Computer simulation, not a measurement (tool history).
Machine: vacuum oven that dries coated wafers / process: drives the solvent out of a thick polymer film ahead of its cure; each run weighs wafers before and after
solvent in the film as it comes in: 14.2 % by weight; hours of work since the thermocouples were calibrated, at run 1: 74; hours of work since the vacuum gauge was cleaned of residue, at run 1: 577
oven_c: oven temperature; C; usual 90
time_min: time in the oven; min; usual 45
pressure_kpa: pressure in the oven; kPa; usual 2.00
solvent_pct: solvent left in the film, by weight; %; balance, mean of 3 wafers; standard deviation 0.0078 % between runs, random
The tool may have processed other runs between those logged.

run	hour	oven_c	time_min	pressure_kpa	hours of work since the thermocouples were calibrated	hours of work since the vacuum gauge was cleaned of residue	solvent_pct
1	0.0	90	45	2.00	74	577	1.012
2	21.1	90	45	2.00	90	594	1.003
3	61.8	90	45	2.00	122	626	1.013
4	102.9	90	45	2.00	155	658	1.009
5	133.7	90	32	2.00	179	683	1.617
6	166.2	90	45	4.60	205	708	1.750
7	204.5	90	45	2.00	235	739	1.008
8	233.8	93	45	2.00	258	762	0.790
9	267.6	93	45	2.00	285	788	0.785
10	313.9	97	45	2.00	322	825	0.564
11	346.9	97	45	2.00	348	851	0.580
12	388.4	90	45	2.00	380	884	0.992
13	427.7	90	45	2.00	411	915	0.995
14	451.8	90	45	5.64	430	934	2.038
15	476.5	90	45	2.00	450	953	1.002
16	511.2	90	45	2.00	477	981	1.004
17	531.5	90	22	2.00	493	997	2.665
18	552.8	90	22	2.00	510	1014	2.663
19	588.7	90	22	2.00	539	1042	2.645
20	610.0	90	22	2.00	555	1059	2.646
21	636.8	90	45	2.00	577	1080	0.995
22	669.5	90	45	2.00	602	1106	0.987
# hour 674.8: vacuum gauge cleaned of residue and calibrated
23	699.7	90	45	2.00	625	20	0.897
24	722.3	90	45	2.00	643	37	0.902
25	750.7	93	40	2.00	665	60	0.808
26	784.2	90	65	2.00	692	86	0.662
27	819.1	90	65	2.00	719	114	0.651
28	843.9	90	65	2.00	739	134	0.646
29	890.6	90	65	2.00	776	170	0.656
30	917.3	93	33	4.81	797	192	1.749
31	947.5	97	46	1.40	821	215	0.388
32	979.0	97	46	1.40	846	240	0.382
33	1014.8	90	80	2.00	874	269	0.615
34	1053.5	90	39	6.00	905	299	2.189
35	1098.5	80	39	6.00	940	335	4.086
36	1118.3	80	39	6.00	956	350	4.068
37	1160.3	80	39	6.00	989	384	4.081
38	1183.5	90	32	1.60	1007	402	1.339
39	1213.9	92	70	1.66	1031	426	0.488
40	1255.3	92	70	1.66	1064	459	0.479
41	1296.0	92	70	1.66	1096	491	0.495
42	1318.7	94	36	5.51	1114	509	1.667
43	1360.4	82	59	1.39	1147	542	1.068
44	1401.1	100	32	1.16	1179	574	0.419
45	1424.8	81	51	3.31	1198	592	2.168
46	1456.2	90	65	2.87	1223	617	0.906

Results for each run, recomputed without the tool's hidden state and with each run's random variation untouched:
What the log doesn't record here: true wafer temperature over the reading, C; true pressure over the reading, kPa; drift of the gauge itself on solvent_pct, %.
run	solvent_pct
1	0.991
2	0.982
3	0.993
4	0.991
5	1.625
6	1.745
7	0.994
8	0.770
9	0.765
10	0.538
11	0.554
12	0.984
13	0.987
14	2.055
15	0.996
16	0.999
17	2.759
18	2.761
19	2.748
20	2.752
21	0.995
22	0.987
23	0.977
24	0.983
25	0.881
26	0.700
27	0.689
28	0.683
29	0.692
30	1.888
31	0.412
32	0.406
33	0.634
34	2.355
35	4.388
36	4.373
37	4.394
38	1.511
39	0.498
40	0.487
41	0.502
42	1.809
43	1.200
44	0.469
45	2.402
46	0.949

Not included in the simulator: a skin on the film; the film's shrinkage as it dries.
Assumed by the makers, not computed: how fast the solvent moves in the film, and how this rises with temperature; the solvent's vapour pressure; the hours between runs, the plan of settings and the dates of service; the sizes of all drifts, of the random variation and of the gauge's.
